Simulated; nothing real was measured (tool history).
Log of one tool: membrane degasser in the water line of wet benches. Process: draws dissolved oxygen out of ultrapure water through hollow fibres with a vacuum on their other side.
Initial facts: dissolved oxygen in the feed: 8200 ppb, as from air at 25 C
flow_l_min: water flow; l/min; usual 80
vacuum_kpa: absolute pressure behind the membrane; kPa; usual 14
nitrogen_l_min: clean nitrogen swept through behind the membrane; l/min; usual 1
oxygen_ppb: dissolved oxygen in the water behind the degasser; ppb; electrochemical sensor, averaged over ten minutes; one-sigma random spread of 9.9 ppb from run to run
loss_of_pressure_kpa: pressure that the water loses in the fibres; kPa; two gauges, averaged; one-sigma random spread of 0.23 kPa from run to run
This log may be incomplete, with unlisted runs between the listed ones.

run	hour	flow_l_min	vacuum_kpa	nitrogen_l_min	oxygen_ppb	loss_of_pressure_kpa
1	0	80	14	1	1524.1	56.81
2	27.2	80	14	1.72	1161.1	56.94
3	49.5	80	24	1	2435.9	56.6
4	94.1	80	30	1	2853.8	56.79
5	134.5	80	30	1	2809.5	57.02
6	173.1	80	14	0.62	1895.3	56.97
7	209.9	80	14	1	1519.5	56.86
8	243.1	60	19.4	0.81	1834.5	42.98
9	273.3	113	18.9	1.49	2220.4	80.21
10	306.1	80	16.7	1	1771.7	57.16
11	328.5	80	16.7	1	1774.5	56.93
12	366.6	71	14	1.9	949.1	50.66
13	405.2	80	14	0.64	1880.8	57.64
14	446	117	14	1.36	1916.8	84.01

Branching from run 14: 5 alternative next runs. What would each branch give?
A	485.3	65	21	0.53	?	?
B	485.3	119	14	1	?	?
C	485.3	57	18.9	1.95	?	?
D	485.3	49	29.3	2.64	?	?
E	485.3	114	14	1	?	?

run	oxygen_ppb	loss_of_pressure_kpa
A	2582.7	46.61
B	2198.3	85.37
C	973.8	40.84
D	1030.3	34.92
E	2115.2	81.18
Take away the tool's hidden state, keep each run's random variation, and the runs would have read:
run	oxygen_ppb	loss_of_pressure_kpa
A	2582.8	46.01
B	2198.2	84.26
C	973.7	40.31
D	1030.1	34.46
E	2115.1	80.13

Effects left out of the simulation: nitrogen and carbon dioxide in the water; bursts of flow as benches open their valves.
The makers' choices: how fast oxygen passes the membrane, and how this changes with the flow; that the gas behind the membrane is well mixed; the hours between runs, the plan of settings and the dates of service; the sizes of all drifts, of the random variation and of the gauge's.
